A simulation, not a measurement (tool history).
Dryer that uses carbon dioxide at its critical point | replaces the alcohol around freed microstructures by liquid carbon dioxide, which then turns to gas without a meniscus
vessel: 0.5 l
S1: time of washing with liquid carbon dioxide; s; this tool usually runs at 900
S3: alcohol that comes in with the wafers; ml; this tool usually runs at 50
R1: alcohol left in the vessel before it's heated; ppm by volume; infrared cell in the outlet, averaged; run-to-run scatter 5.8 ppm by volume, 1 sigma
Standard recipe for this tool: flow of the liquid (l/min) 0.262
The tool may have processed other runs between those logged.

{"run": 1, "hour": 0.0, "S1": 900, "flow of the liquid (l/min)": 0.262, "S3": 50, "R1": 334}
{"run": 2, "hour": 21.7, "S1": 900, "flow of the liquid (l/min)": 0.262, "S3": 50, "R1": 352}
{"run": 3, "hour": 50.0, "S1": 900, "flow of the liquid (l/min)": 0.262, "S3": 50, "R1": 343}
{"run": 4, "hour": 62.3, "S1": 900, "flow of the liquid (l/min)": 0.262, "S3": 50, "R1": 341}
{"run": 5, "hour": 76.6, "S1": 900, "flow of the liquid (l/min)": 0.262, "S3": 50, "R1": 344}
{"run": 6, "hour": 99.5, "S1": 900, "flow of the liquid (l/min)": 0.262, "S3": 50, "R1": 353}
{"run": 7, "hour": 118.7, "S1": 900, "flow of the liquid (l/min)": 0.262, "S3": 50, "R1": 365}
{"run": 8, "hour": 147.2, "S1": 900, "flow of the liquid (l/min)": 0.262, "S3": 50, "R1": 372}
{"run": 9, "hour": 168.0, "S1": 660, "flow of the liquid (l/min)": 0.262, "S3": 50, "R1": 1368}
{"run": 10, "hour": 187.4, "S1": 660, "flow of the liquid (l/min)": 0.262, "S3": 50, "R1": 1383}
{"run": 11, "hour": 212.6, "S1": 660, "flow of the liquid (l/min)": 0.262, "S3": 50, "R1": 1381}
{"run": 12, "hour": 232.9, "S1": 900, "flow of the liquid (l/min)": 0.262, "S3": 50, "R1": 377}
{"run": 13, "hour": 260.2, "S1": 900, "flow of the liquid (l/min)": 0.262, "S3": 50, "R1": 395}
{"run": 14, "hour": 281.5, "S1": 900, "flow of the liquid (l/min)": 0.262, "S3": 50, "R1": 389}
{"run": 15, "hour": 309.1, "S1": 900, "flow of the liquid (l/min)": 0.225, "S3": 50, "R1": 745}
{"run": 16, "hour": 326.6, "S1": 1380, "flow of the liquid (l/min)": 0.176, "S3": 71, "R1": 433}
{"run": 17, "hour": 339.0, "S1": 1380, "flow of the liquid (l/min)": 0.176, "S3": 71, "R1": 429}
{"run": 18, "hour": 354.4, "S1": 1200, "flow of the liquid (l/min)": 0.262, "S3": 66, "R1": 179}
{"run": 19, "hour": 370.5, "S1": 1260, "flow of the liquid (l/min)": 0.349, "S3": 88, "R1": 136}
{"run": 20, "hour": 395.7, "S1": 1260, "flow of the liquid (l/min)": 0.349, "S3": 88, "R1": 137}
{"run": 21, "hour": 410.2, "S1": 1440, "flow of the liquid (l/min)": 0.349, "S3": 29, "R1": 144}
{"run": 22, "hour": 422.5, "S1": 540, "flow of the liquid (l/min)": 0.32, "S3": 84, "R1": 2440}
{"run": 23, "hour": 450.0, "S1": 540, "flow of the liquid (l/min)": 0.32, "S3": 84, "R1": 2538}
{"run": 24, "hour": 463.0, "S1": 900, "flow of the liquid (l/min)": 0.261, "S3": 51, "R1": 443}
{"run": 25, "hour": 478.7, "S1": 720, "flow of the liquid (l/min)": 0.262, "S3": 96, "R1": 1939}
{"run": 26, "hour": 502.9, "S1": 1080, "flow of the liquid (l/min)": 0.322, "S3": 50, "R1": 169}
{"run": 27, "hour": 528.9, "S1": 1080, "flow of the liquid (l/min)": 0.322, "S3": 50, "R1": 159}
{"run": 28, "hour": 544.1, "S1": 1080, "flow of the liquid (l/min)": 0.242, "S3": 78, "R1": 388}
{"run": 29, "hour": 563.4, "S1": 1080, "flow of the liquid (l/min)": 0.242, "S3": 78, "R1": 399}

Forecast each of these 4 alternatives for the next run:
{"run": "A", "hour": 591.7, "S1": 720, "flow of the liquid (l/min)": 0.242, "S3": 87, "R1": "?"}
{"run": "B", "hour": 591.7, "S1": 600, "flow of the liquid (l/min)": 0.393, "S3": 78, "R1": "?"}
{"run": "C", "hour": 591.7, "S1": 1200, "flow of the liquid (l/min)": 0.262, "S3": 50, "R1": "?"}
{"run": "D", "hour": 591.7, "S1": 900, "flow of the liquid (l/min)": 0.252, "S3": 33, "R1": "?"}

run=A R1=2524
run=B R1=682
run=C R1=196
run=D R1=395
Take away the tool's hidden state, keep each run's random variation, and the runs would have read:
run=A R1=1656
run=B R1=334
run=C R1=32
run=D R1=161
